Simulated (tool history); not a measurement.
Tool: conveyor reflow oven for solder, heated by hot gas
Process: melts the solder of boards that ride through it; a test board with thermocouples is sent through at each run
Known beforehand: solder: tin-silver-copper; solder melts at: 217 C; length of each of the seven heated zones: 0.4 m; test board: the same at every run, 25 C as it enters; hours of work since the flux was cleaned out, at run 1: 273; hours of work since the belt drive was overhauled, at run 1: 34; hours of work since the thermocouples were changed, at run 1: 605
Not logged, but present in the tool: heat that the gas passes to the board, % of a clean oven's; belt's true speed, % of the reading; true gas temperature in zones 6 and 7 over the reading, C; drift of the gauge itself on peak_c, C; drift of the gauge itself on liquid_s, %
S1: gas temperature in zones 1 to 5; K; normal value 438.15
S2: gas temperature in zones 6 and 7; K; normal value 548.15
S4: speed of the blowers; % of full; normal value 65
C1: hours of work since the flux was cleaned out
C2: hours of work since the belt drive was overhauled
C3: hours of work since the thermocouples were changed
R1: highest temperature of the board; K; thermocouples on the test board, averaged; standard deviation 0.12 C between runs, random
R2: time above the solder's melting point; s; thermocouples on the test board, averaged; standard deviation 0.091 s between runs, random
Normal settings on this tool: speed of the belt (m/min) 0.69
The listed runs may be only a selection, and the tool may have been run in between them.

run 1 hour=0 | S1=438.15 S2=548.15 speed_of_the_belt_(m/min)=0.69 S4=65 | C1=273 C2=34 C3=605 | R1=522.75 R2=45.62
-- hour=15.7 flux residue cleaned out of gas plates and filters
run 2 hour=24.9 | S1=438.15 S2=548.15 speed_of_the_belt_(m/min)=0.69 S4=65 | C1=5 C2=45 C3=616 | R1=525.25 R2=47.98
run 3 hour=42.2 | S1=438.15 S2=548.15 speed_of_the_belt_(m/min)=0.69 S4=65 | C1=15 C2=55 C3=626 | R1=525.35 R2=47.96
run 4 hour=68.7 | S1=438.15 S2=548.15 speed_of_the_belt_(m/min)=0.69 S4=65 | C1=30 C2=70 C3=641 | R1=525.25 R2=47.98
run 5 hour=82.4 | S1=438.15 S2=548.15 speed_of_the_belt_(m/min)=0.589 S4=65 | C1=38 C2=78 C3=649 | R1=531.55 R2=61.88
run 6 hour=101.7 | S1=438.15 S2=548.15 speed_of_the_belt_(m/min)=0.69 S4=87 | C1=50 C2=89 C3=660 | R1=532.95 R2=53.89
run 7 hour=123.7 | S1=438.15 S2=548.15 speed_of_the_belt_(m/min)=0.69 S4=87 | C1=62 C2=102 C3=673 | R1=532.75 R2=54.02
run 8 hour=151 | S1=438.15 S2=548.15 speed_of_the_belt_(m/min)=0.69 S4=87 | C1=78 C2=118 C3=689 | R1=532.95 R2=53.98
run 9 hour=173.3 | S1=438.15 S2=548.15 speed_of_the_belt_(m/min)=0.69 S4=67 | C1=91 C2=131 C3=702 | R1=525.55 R2=48.44
run 10 hour=200.6 | S1=438.15 S2=548.15 speed_of_the_belt_(m/min)=0.69 S4=67 | C1=106 C2=146 C3=717 | R1=525.45 R2=48.2
run 11 hour=218.8 | S1=436.15 S2=545.15 speed_of_the_belt_(m/min)=0.69 S4=67 | C1=117 C2=157 C3=728 | R1=522.65 R2=45.55
run 12 hour=237.8 | S1=447.15 S2=559.15 speed_of_the_belt_(m/min)=0.651 S4=52 | C1=128 C2=168 C3=739 | R1=531.65 R2=57.74
run 13 hour=255.8 | S1=438.15 S2=540.15 speed_of_the_belt_(m/min)=0.582 S4=58 | C1=138 C2=178 C3=749 | R1=521.75 R2=54.56
run 14 hour=277.4 | S1=425.15 S2=556.15 speed_of_the_belt_(m/min)=0.579 S4=81 | C1=151 C2=190 C3=761 | R1=541.65 R2=66.61
run 15 hour=292.2 | S1=438.15 S2=562.15 speed_of_the_belt_(m/min)=0.579 S4=81 | C1=159 C2=199 C3=770 | R1=548.95 R2=73.39
run 16 hour=314.2 | S1=431.15 S2=562.15 speed_of_the_belt_(m/min)=0.757 S4=81 | C1=172 C2=212 C3=783 | R1=536.95 R2=48.73
run 17 hour=343 | S1=438.15 S2=548.15 speed_of_the_belt_(m/min)=0.759 S4=67 | C1=188 C2=228 C3=799 | R1=520.45 R2=39.79
run 18 hour=371.4 | S1=438.15 S2=561.15 speed_of_the_belt_(m/min)=0.83 S4=67 | C1=205 C2=245 C3=816 | R1=526.35 R2=39.5
-- hour=379.6 thermocouples of zones 6 and 7 changed
run 19 hour=392.8 | S1=438.15 S2=561.15 speed_of_the_belt_(m/min)=0.83 S4=67 | C1=216 C2=256 C3=8 | R1=524.75 R2=38.44

Hidden state at the last listed run before each entry between runs and at the first one after, where it differs:
From run 1 to run 2: flux residue cleaned out of gas plates and filters (hour 15.7)
  heat that the gas passes to the board, % of a clean oven's: 91.5 -> 99.7; belt's true speed, % of the reading: 100.01 -> 99.97; true gas temperature in zones 6 and 7 over the reading, C: 1.08 -> 1.11
  measured minus no-state result, R1: -1.8 -> +0.8 K; R2: -1.86 -> +0.59 s
From run 18 to run 19: thermocouples of zones 6 and 7 changed (hour 379.6)
  heat that the gas passes to the board, % of a clean oven's: 93.3 -> 93; belt's true speed, % of the reading: 99.42 -> 99.39; true gas temperature in zones 6 and 7 over the reading, C: 1.6 -> -0.11
  measured minus no-state result, R1: -1.2 -> -2.6 K; R2: -0.7 -> -1.61 s
